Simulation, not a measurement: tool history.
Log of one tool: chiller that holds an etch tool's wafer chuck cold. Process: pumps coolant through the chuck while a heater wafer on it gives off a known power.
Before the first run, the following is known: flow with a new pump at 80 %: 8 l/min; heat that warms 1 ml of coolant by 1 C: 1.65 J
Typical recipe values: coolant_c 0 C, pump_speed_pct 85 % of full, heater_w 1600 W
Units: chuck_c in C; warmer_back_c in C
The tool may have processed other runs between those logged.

{"run": 1, "day": 0.0, "coolant_c": 0, "pump_speed_pct": 85, "heater_w": 1600, "chuck_c": 17.5, "warmer_back_c": 6.81}
{"run": 2, "day": 6.571, "coolant_c": 0, "pump_speed_pct": 85, "heater_w": 804, "chuck_c": 8.8, "warmer_back_c": 3.39}
{"run": 3, "day": 11.471, "coolant_c": 0, "pump_speed_pct": 85, "heater_w": 804, "chuck_c": 8.7, "warmer_back_c": 3.4}
{"run": 4, "day": 17.421, "coolant_c": 0, "pump_speed_pct": 85, "heater_w": 804, "chuck_c": 8.8, "warmer_back_c": 3.34}
{"run": 5, "day": 23.988, "coolant_c": 0, "pump_speed_pct": 85, "heater_w": 804, "chuck_c": 8.7, "warmer_back_c": 3.39}
{"run": 6, "day": 29.933, "coolant_c": 0, "pump_speed_pct": 62, "heater_w": 804, "chuck_c": 11.5, "warmer_back_c": 4.73}
{"run": 7, "day": 34.338, "coolant_c": 0, "pump_speed_pct": 62, "heater_w": 804, "chuck_c": 11.7, "warmer_back_c": 4.71}
{"run": 8, "day": 40.379, "coolant_c": 0, "pump_speed_pct": 62, "heater_w": 804, "chuck_c": 11.6, "warmer_back_c": 4.74}
{"run": 9, "day": 44.867, "coolant_c": 0, "pump_speed_pct": 62, "heater_w": 804, "chuck_c": 11.6, "warmer_back_c": 4.73}
{"run": 10, "day": 49.183, "coolant_c": 0, "pump_speed_pct": 85, "heater_w": 1600, "chuck_c": 17.2, "warmer_back_c": 6.74}
{"run": 11, "day": 52.867, "coolant_c": 0, "pump_speed_pct": 85, "heater_w": 1600, "chuck_c": 17.3, "warmer_back_c": 6.68}
{"run": 12, "day": 59.225, "coolant_c": -4, "pump_speed_pct": 85, "heater_w": 1600, "chuck_c": 13.4, "warmer_back_c": 6.77}
{"run": 13, "day": 64.546, "coolant_c": -4, "pump_speed_pct": 85, "heater_w": 1600, "chuck_c": 13.3, "warmer_back_c": 6.64}
{"run": 14, "day": 68.238, "coolant_c": -4, "pump_speed_pct": 85, "heater_w": 1600, "chuck_c": 13.3, "warmer_back_c": 6.65}
{"run": 15, "day": 70.979, "coolant_c": 0, "pump_speed_pct": 85, "heater_w": 1600, "chuck_c": 17.3, "warmer_back_c": 6.71}
{"run": 16, "day": 74.033, "coolant_c": 0, "pump_speed_pct": 85, "heater_w": 1600, "chuck_c": 17.3, "warmer_back_c": 6.74}
{"run": 17, "day": 78.683, "coolant_c": 0, "pump_speed_pct": 85, "heater_w": 1050, "chuck_c": 11.5, "warmer_back_c": 4.4}
{"run": 18, "day": 84.925, "coolant_c": 7, "pump_speed_pct": 74, "heater_w": 816, "chuck_c": 17, "warmer_back_c": 3.93}
{"run": 19, "day": 91.079, "coolant_c": 0, "pump_speed_pct": 83, "heater_w": 816, "chuck_c": 9.1, "warmer_back_c": 3.4}
{"run": 20, "day": 94.779, "coolant_c": 0, "pump_speed_pct": 83, "heater_w": 816, "chuck_c": 9.1, "warmer_back_c": 3.37}
{"run": 21, "day": 98.55, "coolant_c": 0, "pump_speed_pct": 63, "heater_w": 801, "chuck_c": 11.6, "warmer_back_c": 4.64}
{"run": 22, "day": 101.679, "coolant_c": 10, "pump_speed_pct": 85, "heater_w": 1600, "chuck_c": 27.4, "warmer_back_c": 6.61}
{"run": 23, "day": 104.833, "coolant_c": -5, "pump_speed_pct": 85, "heater_w": 816, "chuck_c": 3.8, "warmer_back_c": 3.32}
{"run": 24, "day": 111.358, "coolant_c": -6, "pump_speed_pct": 65, "heater_w": 1347, "chuck_c": 12.6, "warmer_back_c": 7.44}
{"run": 25, "day": 116.125, "coolant_c": -6, "pump_speed_pct": 85, "heater_w": 1600, "chuck_c": 11.4, "warmer_back_c": 6.57}
{"run": 26, "day": 120.562, "coolant_c": -7, "pump_speed_pct": 64, "heater_w": 1665, "chuck_c": 16.4, "warmer_back_c": 9.43}
{"run": 27, "day": 124.512, "coolant_c": -7, "pump_speed_pct": 64, "heater_w": 1417, "chuck_c": 12.8, "warmer_back_c": 7.98}
{"run": 28, "day": 128.046, "coolant_c": -7, "pump_speed_pct": 64, "heater_w": 1417, "chuck_c": 12.9, "warmer_back_c": 7.98}
{"run": 29, "day": 134.462, "coolant_c": -7, "pump_speed_pct": 64, "heater_w": 1417, "chuck_c": 12.7, "warmer_back_c": 8.09}
{"run": 30, "day": 138.95, "coolant_c": 0, "pump_speed_pct": 80, "heater_w": 1330, "chuck_c": 15.4, "warmer_back_c": 5.82}
{"run": 31, "day": 142.038, "coolant_c": 0, "pump_speed_pct": 80, "heater_w": 1330, "chuck_c": 15.3, "warmer_back_c": 5.86}
{"run": 32, "day": 148.021, "coolant_c": -2, "pump_speed_pct": 80, "heater_w": 1330, "chuck_c": 13.2, "warmer_back_c": 5.84}

Between the runs listed above, the log contained 2 entries, not reproduced here. Where in the sequence does each belong, and how does what the log doesn't record of the tool's condition differ from the listed run before to the listed run after?
Logged between run 28 and run 29: chiller's thermometer calibrated (day 130.808); coolant pump overhauled (day 131.583)
  flow at a given pump speed, % of a new pump's: 99.9 -> 100; drift of the gauge itself on warmer_back_c, C: -0.19 -> -0.2
  difference, measured minus the result without the unlogged condition, warmer_back_c: -0.19 -> -0.21 C
